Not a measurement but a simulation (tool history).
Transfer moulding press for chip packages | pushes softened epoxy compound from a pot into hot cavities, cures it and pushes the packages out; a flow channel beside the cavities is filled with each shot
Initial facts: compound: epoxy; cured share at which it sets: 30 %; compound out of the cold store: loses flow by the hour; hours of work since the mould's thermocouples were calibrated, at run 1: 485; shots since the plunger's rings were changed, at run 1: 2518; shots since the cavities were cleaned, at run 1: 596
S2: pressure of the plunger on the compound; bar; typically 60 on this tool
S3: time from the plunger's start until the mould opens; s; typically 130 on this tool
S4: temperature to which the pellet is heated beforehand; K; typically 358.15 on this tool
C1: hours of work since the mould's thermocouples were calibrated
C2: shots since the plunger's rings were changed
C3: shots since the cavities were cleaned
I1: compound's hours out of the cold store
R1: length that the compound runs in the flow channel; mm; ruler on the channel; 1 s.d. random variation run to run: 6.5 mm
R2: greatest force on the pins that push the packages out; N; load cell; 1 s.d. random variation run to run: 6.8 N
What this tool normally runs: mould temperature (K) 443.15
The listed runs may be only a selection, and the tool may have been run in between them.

{"run": 1, "day": 0.0, "mould temperature (K)": 443.15, "S2": 60, "S3": 130, "S4": 358.15, "C1": 485, "C2": 2518, "C3": 596, "I1": 19.7, "R1": 960, "R2": 428}
{"day": 0.7, "done": "mould's thermocouples calibrated"}
{"run": 2, "day": 1.038, "mould temperature (K)": 443.15, "S2": 60, "S3": 130, "S4": 358.15, "C1": 3, "C2": 2649, "C3": 727, "I1": 39.1, "R1": 902, "R2": 460}
{"run": 3, "day": 1.633, "mould temperature (K)": 443.15, "S2": 60, "S3": 130, "S4": 358.15, "C1": 9, "C2": 2731, "C3": 809, "I1": 20.2, "R1": 954, "R2": 464}
{"day": 2.117, "done": "cavities cleaned with cleaning compound and waxed"}
{"run": 4, "day": 2.762, "mould temperature (K)": 443.15, "S2": 60, "S3": 130, "S4": 358.15, "C1": 19, "C2": 2877, "C3": 89, "I1": 34.2, "R1": 905, "R2": 339}
{"run": 5, "day": 3.929, "mould temperature (K)": 443.15, "S2": 60, "S3": 130, "S4": 358.15, "C1": 31, "C2": 3037, "C3": 249, "I1": 11.6, "R1": 986, "R2": 391}
{"run": 6, "day": 4.479, "mould temperature (K)": 443.15, "S2": 60, "S3": 130, "S4": 358.15, "C1": 36, "C2": 3112, "C3": 324, "I1": 19.6, "R1": 955, "R2": 407}
{"run": 7, "day": 5.462, "mould temperature (K)": 443.15, "S2": 60, "S3": 130, "S4": 358.15, "C1": 45, "C2": 3247, "C3": 459, "I1": 33.8, "R1": 901, "R2": 438}
{"run": 8, "day": 6.033, "mould temperature (K)": 443.15, "S2": 60, "S3": 130, "S4": 358.15, "C1": 51, "C2": 3325, "C3": 537, "I1": 16.8, "R1": 958, "R2": 453}
{"run": 9, "day": 6.825, "mould temperature (K)": 443.15, "S2": 60, "S3": 130, "S4": 358.15, "C1": 58, "C2": 3434, "C3": 646, "I1": 15.8, "R1": 966, "R2": 455}
{"run": 10, "day": 7.867, "mould temperature (K)": 443.15, "S2": 60, "S3": 130, "S4": 358.15, "C1": 68, "C2": 3577, "C3": 789, "I1": 26.4, "R1": 929, "R2": 475}
{"run": 11, "day": 8.383, "mould temperature (K)": 443.15, "S2": 60, "S3": 130, "S4": 358.15, "C1": 73, "C2": 3648, "C3": 860, "I1": 30.6, "R1": 901, "R2": 468}
{"day": 8.533, "done": "cavities cleaned with cleaning compound and waxed"}
{"run": 12, "day": 9.096, "mould temperature (K)": 443.15, "S2": 60, "S3": 130, "S4": 358.15, "C1": 80, "C2": 3736, "C3": 76, "I1": 39.5, "R1": 875, "R2": 313}
{"run": 13, "day": 9.846, "mould temperature (K)": 443.15, "S2": 60, "S3": 130, "S4": 358.15, "C1": 87, "C2": 3840, "C3": 180, "I1": 35.6, "R1": 903, "R2": 357}
{"run": 14, "day": 10.992, "mould temperature (K)": 443.15, "S2": 60, "S3": 130, "S4": 358.15, "C1": 98, "C2": 3996, "C3": 336, "I1": 8.3, "R1": 996, "R2": 396}
{"run": 15, "day": 11.608, "mould temperature (K)": 445.15, "S2": 60, "S3": 115, "S4": 355.15, "C1": 104, "C2": 4081, "C3": 421, "I1": 13.9, "R1": 952, "R2": 450}
{"run": 16, "day": 12.529, "mould temperature (K)": 451.15, "S2": 64.4, "S3": 128, "S4": 357.15, "C1": 113, "C2": 4208, "C3": 548, "I1": 18.8, "R1": 941, "R2": 395}
{"run": 17, "day": 13.346, "mould temperature (K)": 451.15, "S2": 64.4, "S3": 128, "S4": 357.15, "C1": 121, "C2": 4319, "C3": 659, "I1": 9.1, "R1": 978, "R2": 372}
{"run": 18, "day": 14.279, "mould temperature (K)": 446.15, "S2": 70.6, "S3": 136, "S4": 358.15, "C1": 130, "C2": 4447, "C3": 787, "I1": 9.4, "R1": 1056, "R2": 408}
{"day": 14.925, "done": "cavities cleaned with cleaning compound and waxed"}
{"run": 19, "day": 15.358, "mould temperature (K)": 443.15, "S2": 60, "S3": 130, "S4": 355.15, "C1": 139, "C2": 4587, "C3": 60, "I1": 13.7, "R1": 970, "R2": 303}
{"run": 20, "day": 15.925, "mould temperature (K)": 443.15, "S2": 60, "S3": 130, "S4": 355.15, "C1": 145, "C2": 4664, "C3": 137, "I1": 39.8, "R1": 879, "R2": 326}
{"run": 21, "day": 16.796, "mould temperature (K)": 441.15, "S2": 71.7, "S3": 130, "S4": 366.15, "C1": 153, "C2": 4784, "C3": 257, "I1": 31.8, "R1": 977, "R2": 407}
{"run": 22, "day": 17.533, "mould temperature (K)": 449.15, "S2": 69.7, "S3": 158, "S4": 366.15, "C1": 160, "C2": 4885, "C3": 358, "I1": 13.4, "R1": 1009, "R2": 363}
{"run": 23, "day": 18.75, "mould temperature (K)": 449.15, "S2": 58.8, "S3": 131, "S4": 366.15, "C1": 172, "C2": 5052, "C3": 525, "I1": 10.4, "R1": 923, "R2": 380}
{"run": 24, "day": 19.617, "mould temperature (K)": 442.15, "S2": 58.8, "S3": 131, "S4": 354.15, "C1": 180, "C2": 5170, "C3": 643, "I1": 18, "R1": 928, "R2": 459}
{"run": 25, "day": 20.283, "mould temperature (K)": 443.15, "S2": 74, "S3": 130, "S4": 358.15, "C1": 187, "C2": 5262, "C3": 735, "I1": 25.9, "R1": 1010, "R2": 470}
{"day": 21.271, "done": "cavities cleaned with cleaning compound and waxed"}
{"run": 26, "day": 21.271, "mould temperature (K)": 439.15, "S2": 60, "S3": 111, "S4": 356.15, "C1": 196, "C2": 5389, "C3": 0, "I1": 39.5, "R1": 884, "R2": 437}
{"run": 27, "day": 21.875, "mould temperature (K)": 439.15, "S2": 60, "S3": 111, "S4": 356.15, "C1": 202, "C2": 5471, "C3": 82, "I1": 36.3, "R1": 887, "R2": 506}

Difference, measured minus no-hidden-state, one row per run. Run-to-run variation is common to both terms; the gauge's own scatter need not be:
Hidden conditions of the tool in this case: true mould temperature over the reading, C; pressure that reaches the compound, % of what is set; grip of the stained cavities, % over clean ones'; drift of the gauge itself on flow_mm, %; drift of the gauge itself on push_out_n, %.
run=1 R1=-30 R2=+161
run=2 R1=-26 R2=+186
run=3 R1=-28 R2=+191
run=4 R1=-29 R2=+52
run=5 R1=-33 R2=+112
run=6 R1=-32 R2=+129
run=7 R1=-32 R2=+159
run=8 R1=-35 R2=+173
run=9 R1=-37 R2=+181
run=10 R1=-37 R2=+195
run=11 R1=-36 R2=+194
run=12 R1=-36 R2=+40
run=13 R1=-39 R2=+85
run=14 R1=-44 R2=+128
run=15 R1=-43 R2=+158
run=16 R1=-44 R2=+152
run=17 R1=-47 R2=+153
run=18 R1=-53 R2=+170
run=19 R1=-50 R2=+28
run=20 R1=-45 R2=+63
run=21 R1=-52 R2=+113
run=22 R1=-55 R2=+123
run=23 R1=-52 R2=+143
run=24 R1=-54 R2=+178
run=25 R1=-60 R2=+185
run=26 R1=-54 R2=-12
run=27 R1=-56 R2=+56

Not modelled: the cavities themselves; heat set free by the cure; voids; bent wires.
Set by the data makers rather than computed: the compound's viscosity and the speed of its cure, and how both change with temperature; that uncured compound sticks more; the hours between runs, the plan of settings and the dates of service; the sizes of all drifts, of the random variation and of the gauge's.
